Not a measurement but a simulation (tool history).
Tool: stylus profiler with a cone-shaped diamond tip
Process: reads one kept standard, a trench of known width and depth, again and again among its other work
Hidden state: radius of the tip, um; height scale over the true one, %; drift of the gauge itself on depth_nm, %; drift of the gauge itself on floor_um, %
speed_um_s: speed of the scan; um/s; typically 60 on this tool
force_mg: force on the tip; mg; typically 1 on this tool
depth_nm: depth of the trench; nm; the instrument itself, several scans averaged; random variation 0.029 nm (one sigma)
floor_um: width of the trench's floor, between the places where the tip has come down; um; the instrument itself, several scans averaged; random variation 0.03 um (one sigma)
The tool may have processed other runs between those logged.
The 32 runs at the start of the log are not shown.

run	hour	speed_um_s	force_mg	scans with this tip	hours of work since the height scale was calibrated	depth_nm	floor_um
33	883	63	1	7398	902	201.32	26.41
34	900.5	33	1.1	7474	912	201.41	26.58
35	927.6	23	1.14	7592	926	201.39	26.63
36	962.9	23	1.14	7746	945	201.41	26.57
37	994.3	30	1.71	7883	961	201.99	26.56
38	1030.4	112	2.47	8040	981	202.56	26.28
39	1053.9	96	0.6	8143	993	200.81	26.06
40	1077.3	150	0.45	8245	1006	200.71	25.49
41	1094.4	150	0.45	8319	1015	200.68	25.51
42	1111.8	23	1	8395	1024	201.25	26.59
43	1142.2	88	2.02	8528	1040	202.18	26.37
44	1162.1	88	2.02	8614	1051	202.17	26.35
45	1194.3	17	2.02	8754	1068	202.19	26.6
46	1228.3	73	1.56	8903	1086	201.78	26.34

Branching from run 46: 4 alternative next runs. What would each branch give?
A	1247	29	2.2	8984	1096	?	?
B	1247	16	0.4	8984	1096	?	?
C	1247	73	0.82	8984	1096	?	?
D	1247	35	0.58	8984	1096	?	?

run	depth_nm	floor_um
A	202.29	26.48
B	200.57	26.51
C	201.06	26.26
D	200.81	26.39
Without the tool's unlogged condition, the same runs would have read:
run	depth_nm	floor_um
A	202.56	27.05
B	200.83	27.08
C	201.32	26.83
D	201.08	26.96

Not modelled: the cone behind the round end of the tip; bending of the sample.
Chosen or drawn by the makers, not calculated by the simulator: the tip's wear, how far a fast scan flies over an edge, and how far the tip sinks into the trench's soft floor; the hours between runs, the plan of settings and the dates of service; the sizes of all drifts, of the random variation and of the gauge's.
